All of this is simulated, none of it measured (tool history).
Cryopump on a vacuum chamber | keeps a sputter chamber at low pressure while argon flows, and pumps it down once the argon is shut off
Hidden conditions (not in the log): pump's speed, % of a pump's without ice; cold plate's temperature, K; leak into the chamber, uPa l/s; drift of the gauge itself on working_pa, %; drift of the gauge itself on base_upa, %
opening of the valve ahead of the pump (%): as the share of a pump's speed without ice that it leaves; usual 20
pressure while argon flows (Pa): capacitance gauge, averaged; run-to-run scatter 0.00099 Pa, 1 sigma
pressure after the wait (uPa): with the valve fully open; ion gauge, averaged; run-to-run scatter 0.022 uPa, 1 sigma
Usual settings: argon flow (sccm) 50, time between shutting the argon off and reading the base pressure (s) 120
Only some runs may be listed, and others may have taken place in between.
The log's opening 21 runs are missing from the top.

run	hour	argon flow (sccm)	time between shutting the argon off and reading the base pressure (s)	opening of the valve ahead of the pump (%)	hours of work since the pump was warmed up and emptied	hours of work since the cold head was overhauled	hours of work since the chamber's fittings were tightened	pressure while argon flows (Pa)	pressure after the wait (uPa)
22	573.8	20	120	16	330	1166	2087	0.1085	1.57
23	593.2	28	97	16	342	1179	2099	0.1517	1.66
24	629.4	28	97	16	365	1202	2122	0.1522	1.71
25	664.7	49	97	16	388	1224	2145	0.2677	1.7
26	690.4	50	120	46	404	1240	2161	0.0984	1.6
27	706.3	59	120	32	414	1251	2171	0.1641	1.65
28	738.9	47	120	23	435	1271	2192	0.1804	1.64
29	762.6	21	24	26	450	1286	2207	0.0715	3.41
30	797.8	21	24	26	472	1309	2229	0.0715	3.44
31	825.9	21	24	26	490	1326	2247	0.0719	3.44
32	850.1	50	225	20	505	1342	2262	0.2208	1.53
33	873.4	50	225	20	520	1357	2277	0.2206	1.52

Each row is a separate what-if for the run after 33, all from the same tool condition, not one after another. Results?
A	897.6	25	185	19	535	1372	2292	?	?
B	897.6	29	120	16	535	1372	2292	?	?
C	897.6	90	224	54	535	1372	2292	?	?
D	897.6	50	120	55	535	1372	2292	?	?
E	897.6	50	43	20	535	1372	2292	?	?

run	pressure while argon flows (Pa)	pressure after the wait (uPa)
A	0.1164	1.61
B	0.1592	1.76
C	0.157	1.51
D	0.0856	1.76
E	0.2204	2.55
Stripped of hidden state, with their random variation kept, the same runs would have yielded:
run	pressure while argon flows (Pa)	pressure after the wait (uPa)
A	0.1124	0.48
B	0.1545	0.62
C	0.1424	0.38
D	0.0774	0.6
E	0.2123	1.41
